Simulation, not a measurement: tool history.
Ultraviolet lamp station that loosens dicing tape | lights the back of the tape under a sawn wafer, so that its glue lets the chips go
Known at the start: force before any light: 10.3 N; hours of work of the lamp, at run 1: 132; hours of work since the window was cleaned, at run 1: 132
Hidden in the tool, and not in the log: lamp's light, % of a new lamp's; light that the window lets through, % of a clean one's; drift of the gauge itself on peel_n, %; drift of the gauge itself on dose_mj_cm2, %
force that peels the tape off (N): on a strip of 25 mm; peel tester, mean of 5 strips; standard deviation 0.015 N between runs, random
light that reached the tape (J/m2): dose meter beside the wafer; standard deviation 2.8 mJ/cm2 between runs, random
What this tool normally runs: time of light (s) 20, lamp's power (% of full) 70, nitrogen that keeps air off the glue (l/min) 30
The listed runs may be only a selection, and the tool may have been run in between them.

run	hour	time of light (s)	lamp's power (% of full)	nitrogen that keeps air off the glue (l/min)	hours of work of the lamp	hours of work since the window was cleaned	force that peels the tape off (N)	light that reached the tape (J/m2)
1	0	20	70	30	132	132	0.879	3580
2	58.3	20	70	30	176	176	0.949	3500
3	87.3	20	70	30	198	198	1.031	3390
4	150.7	20	70	30	245	245	1.093	3330
5	208	20	70	30	288	288	1.19	3270
6	244	20	70	30	316	316	1.217	3120
# hour 304.2: window cleaned of glue's vapour
7	304.2	20	70	30	361	0	1.016	3420
8	344	20	70	30	391	30	1.053	3370
9	399.9	20	70	30	433	72	1.102	3270
10	430	20	70	30	455	95	1.192	3240
11	476.1	20	88	30	490	129	0.716	3930
12	505.4	20	88	30	512	152	0.775	3870
13	540.8	20	70	30	539	178	1.334	3050
14	592.9	20	70	9	578	217	2.364	2880
15	641.6	20	70	30	615	254	1.424	2840
16	700.1	20	70	30	659	298	1.567	2770
17	737.9	20	70	30	687	327	1.656	2740
# hour 783.7: window cleaned of glue's vapour
# hour 791: lamp changed
18	795.8	16	70	30	4	8	1.17	3130
19	825	16	70	30	26	30	1.261	3170
20	887.7	16	70	30	73	78	1.337	3030
21	932.2	16	70	30	106	111	1.396	2940
22	965.9	34	95	43	132	137	0.11	8280
23	1021.2	34	84	43	173	178	0.133	7130
24	1078.2	17	84	38	216	221	0.869	3450
25	1131.7	17	84	38	257	261	0.941	3420
26	1191.4	13	70	30	302	306	2.355	2090
27	1242.7	20	70	12	340	345	1.852	3110
# hour 1266: window cleaned of glue's vapour
28	1294.6	20	70	25	379	22	1.122	3360
29	1343.7	27	62	12	416	59	1.265	3910
30	1399.5	16	62	31	458	101	2.16	2270
31	1426.6	12	62	49	478	121	2.9	1670
32	1461.5	11	62	10	505	147	4.86	1490
33	1496.5	11	88	10	531	174	3.503	2090
34	1527.6	13	60	26	555	197	3.382	1630
35	1568.1	13	60	26	585	228	3.469	1620

What will run 36 give?
36	1615.3	20	80	12	621	263	?	?

force that peels the tape off (N): 1.795
light that reached the tape (J/m2): 3250
The same run, on a tool lacking any hidden state, would have yielded force that peels the tape off (N) 0.899, light that reached the tape (J/m2) 4600.
